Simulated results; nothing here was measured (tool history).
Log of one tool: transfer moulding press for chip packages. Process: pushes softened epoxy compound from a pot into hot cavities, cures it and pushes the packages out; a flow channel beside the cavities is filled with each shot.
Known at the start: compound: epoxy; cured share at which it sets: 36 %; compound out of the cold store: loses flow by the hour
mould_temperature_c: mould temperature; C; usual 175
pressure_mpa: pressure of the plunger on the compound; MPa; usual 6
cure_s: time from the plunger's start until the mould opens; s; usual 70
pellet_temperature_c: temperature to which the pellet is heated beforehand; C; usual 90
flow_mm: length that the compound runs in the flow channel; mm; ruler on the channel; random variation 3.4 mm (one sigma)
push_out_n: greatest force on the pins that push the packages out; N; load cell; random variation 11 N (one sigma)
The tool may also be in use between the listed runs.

| run | day | mould_temperature_c | pressure_mpa | cure_s | pellet_temperature_c | incoming compound's hours out of the cold store | flow_mm | push_out_n |
|---|---|---|---|---|---|---|---|---|
| 1 | 0 | 175 | 6 | 70 | 90 | 36.4 | 890 | 900 |
| 2 | 0.275 | 175 | 6 | 70 | 90 | 35.8 | 901 | 930 |
| 3 | 0.462 | 175 | 6 | 70 | 90 | 22.7 | 967 | 952 |
|  | 0.679 | cavities cleaned with cleaning compound and waxed |
| 4 | 0.746 | 175 | 6 | 70 | 90 | 11.7 | 1011 | 523 |
| 5 | 0.942 | 175 | 6 | 70 | 90 | 23.7 | 952 | 559 |
| 6 | 1.229 | 175 | 6 | 70 | 90 | 10.9 | 1019 | 650 |
| 7 | 1.596 | 175 | 6 | 70 | 90 | 20.4 | 963 | 764 |
| 8 | 1.938 | 175 | 6 | 55 | 82 | 20.6 | 962 | 1510 |
| 9 | 2.112 | 175 | 6.53 | 79 | 90 | 14 | 1039 | 722 |
| 10 | 2.329 | 175 | 5.35 | 54 | 90 | 35.3 | 848 | 1520 |
|  | 2.775 | plunger's sealing rings changed |
| 11 | 2.804 | 176 | 6 | 70 | 88 | 44.4 | 898 | 846 |
| 12 | 3.125 | 182 | 7.26 | 89 | 87 | 37.6 | 992 | 698 |
| 13 | 3.429 | 182 | 6.9 | 89 | 92 | 35.1 | 985 | 722 |
| 14 | 3.617 | 182 | 6.9 | 89 | 92 | 10.8 | 1105 | 728 |

4 ways to go on from here, each from the tool as it stands after run 14. What would each give?
|  | 3.867 | cavities cleaned with cleaning compound and waxed |
| A | 3.954 | 180 | 7.48 | 70 | 90 | 37.4 | ? | ? |
|  | 3.867 | cavities cleaned with cleaning compound and waxed |
| B | 3.954 | 183 | 6.95 | 57 | 92 | 35.6 | ? | ? |
|  | 3.867 | cavities cleaned with cleaning compound and waxed |
| C | 3.954 | 182 | 7.06 | 53 | 87 | 39.7 | ? | ? |
|  | 3.867 | cavities cleaned with cleaning compound and waxed |
| D | 3.954 | 175 | 6 | 72 | 90 | 44.1 | ? | ? |

| run | flow_mm | push_out_n |
|---|---|---|
| A | 1018 | 404 |
| B | 977 | 465 |
| C | 967 | 574 |
| D | 895 | 450 |
Without the tool's hidden state the same runs would have given:
| run | flow_mm | push_out_n |
|---|---|---|
| A | 1027 | 376 |
| B | 985 | 439 |
| C | 975 | 550 |
| D | 902 | 425 |

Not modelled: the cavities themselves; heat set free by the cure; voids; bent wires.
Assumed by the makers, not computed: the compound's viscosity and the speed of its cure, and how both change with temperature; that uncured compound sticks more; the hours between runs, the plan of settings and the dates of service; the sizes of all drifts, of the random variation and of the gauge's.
